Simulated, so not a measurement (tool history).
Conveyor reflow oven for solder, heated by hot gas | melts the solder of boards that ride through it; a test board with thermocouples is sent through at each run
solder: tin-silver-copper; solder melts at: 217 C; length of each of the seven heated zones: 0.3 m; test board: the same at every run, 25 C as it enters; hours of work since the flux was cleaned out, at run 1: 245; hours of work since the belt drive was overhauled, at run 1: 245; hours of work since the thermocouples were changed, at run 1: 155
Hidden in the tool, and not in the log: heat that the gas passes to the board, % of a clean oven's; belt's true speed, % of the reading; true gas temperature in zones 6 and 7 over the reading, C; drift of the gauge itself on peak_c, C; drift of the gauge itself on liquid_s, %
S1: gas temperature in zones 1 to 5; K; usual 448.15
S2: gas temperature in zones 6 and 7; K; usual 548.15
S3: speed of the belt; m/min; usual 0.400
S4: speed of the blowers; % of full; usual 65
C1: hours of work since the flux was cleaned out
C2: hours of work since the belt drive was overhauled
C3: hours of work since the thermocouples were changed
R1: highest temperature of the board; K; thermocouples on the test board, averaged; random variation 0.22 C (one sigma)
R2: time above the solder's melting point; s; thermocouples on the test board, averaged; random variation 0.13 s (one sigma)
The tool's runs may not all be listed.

Run 1, day 0.000: usual settings; C1 245; C2 245; C3 155. Result: R1 532.85 K, R2 73.5 s.
Run 2, day 0.554: usual settings but S1 443.15 K; C1 252; C2 252; C3 163. Result: R1 531.15 K, R2 70.8 s.
Run 3, day 1.517: usual settings but S1 443.15 K; C1 265; C2 265; C3 175. Result: R1 531.75 K, R2 70.9 s.
Run 4, day 2.250: usual settings; C1 274; C2 274; C3 184. Result: R1 532.45 K, R2 73.1 s.
Run 5, day 2.946: usual settings; C1 283; C2 283; C3 193. Result: R1 532.75 K, R2 73.3 s.
At day 3.512: flux residue cleaned out of gas plates and filters.
Run 6, day 3.892: usual settings; C1 5; C2 292; C3 202. Result: R1 532.65 K, R2 73.4 s.
Run 7, day 4.429: usual settings; C1 12; C2 299; C3 209. Result: R1 532.75 K, R2 73.4 s.
Run 8, day 5.412: usual settings but S2 545.15 K; C1 24; C2 312; C3 222. Result: R1 529.85 K, R2 71.4 s.
Run 9, day 6.162: usual settings but S2 545.15 K; C1 34; C2 321; C3 231. Result: R1 529.55 K, R2 71.4 s.
Run 10, day 7.125: usual settings but S2 541.15 K; C1 46; C2 334; C3 244. Result: R1 525.85 K, R2 68.6 s.
Run 11, day 7.833: usual settings but S2 541.15 K; C1 55; C2 343; C3 253. Result: R1 526.55 K, R2 68.9 s.
Run 12, day 8.767: usual settings but S2 541.15 K; C1 67; C2 355; C3 265. Result: R1 526.35 K, R2 68.8 s.
Run 13, day 9.354: usual settings but S1 461.15 K; C1 75; C2 362; C3 272. Result: R1 534.75 K, R2 80.7 s.
Run 14, day 10.308: usual settings but S1 461.15 K; C1 87; C2 374; C3 284. Result: R1 535.05 K, R2 80.7 s.
Run 15, day 11.017: usual settings but S1 461.15 K; C1 96; C2 383; C3 293. Result: R1 534.95 K, R2 80.6 s.
Run 16, day 11.558: usual settings; C1 103; C2 390; C3 300. Result: R1 532.25 K, R2 73.5 s.
Run 17, day 12.171: usual settings but S1 440.15 K, S2 547.15 K, S4 50 % of full; C1 111; C2 398; C3 308. Result: R1 527.05 K, R2 65.5 s.
Run 18, day 13.054: usual settings but S1 453.15 K, S2 541.15 K, S4 80 % of full; C1 122; C2 409; C3 319. Result: R1 529.35 K, R2 73.6 s.
Run 19, day 13.942: usual settings but S1 453.15 K, S2 558.15 K, S3 0.381 m/min, S4 80 % of full; C1 133; C2 421; C3 331. Result: R1 546.05 K, R2 87.7 s.
Run 20, day 14.962: usual settings but S2 556.15 K, S3 0.422 m/min; C1 146; C2 434; C3 344. Result: R1 537.55 K, R2 72.6 s.
Run 21, day 15.575: usual settings but S2 552.15 K; C1 154; C2 442; C3 352. Result: R1 535.85 K, R2 75.8 s.
Run 22, day 16.267: usual settings but S2 552.15 K; C1 163; C2 451; C3 361. Result: R1 536.55 K, R2 75.8 s.
Run 23, day 16.904: usual settings but S2 552.15 K; C1 171; C2 459; C3 369. Result: R1 536.05 K, R2 75.8 s.
Run 24, day 17.329: usual settings but S1 458.15 K, S2 542.15 K, S3 0.367 m/min, S4 77 % of full; C1 176; C2 464; C3 374. Result: R1 532.65 K, R2 85.9 s.
Run 25, day 18.079: usual settings but S1 458.15 K, S2 542.15 K, S3 0.457 m/min, S4 66 % of full; C1 186; C2 474; C3 384. Result: R1 524.85 K, R2 62.0 s.
Run 26, day 18.625: usual settings but S1 458.15 K, S2 542.15 K, S3 0.457 m/min, S4 66 % of full; C1 193; C2 481; C3 391. Result: R1 525.05 K, R2 62.1 s.
Run 27, day 19.546: usual settings but S1 458.15 K, S2 546.15 K, S3 0.322 m/min, S4 66 % of full; C1 205; C2 492; C3 402. Result: R1 537.65 K, R2 102.2 s.
Run 28, day 20.000: usual settings but S3 0.388 m/min, S4 78 % of full; C1 211; C2 498; C3 408. Result: R1 534.85 K, R2 78.1 s.
Run 29, day 20.792: usual settings but S3 0.388 m/min, S4 78 % of full; C1 221; C2 508; C3 418. Result: R1 535.15 K, R2 78.2 s.
Run 30, day 21.804: usual settings but S1 441.15 K, S3 0.475 m/min, S4 78 % of full; C1 234; C2 521; C3 431. Result: R1 527.25 K, R2 55.0 s.
Run 31, day 22.412: usual settings but S2 557.15 K, S4 83 % of full; C1 241; C2 529; C3 439. Result: R1 543.15 K, R2 80.2 s.

Forecast run 32:
Run 32, day 23.283: usual settings but S2 557.15 K, S4 83 % of full; C1 253; C2 540; C3 450. Result: R1 ?, R2 ?.

R1: 542.85 K
R2: 80.2 s
Without the tool's hidden state the same run would have given R1 542.95 K, R2 80.2 s.

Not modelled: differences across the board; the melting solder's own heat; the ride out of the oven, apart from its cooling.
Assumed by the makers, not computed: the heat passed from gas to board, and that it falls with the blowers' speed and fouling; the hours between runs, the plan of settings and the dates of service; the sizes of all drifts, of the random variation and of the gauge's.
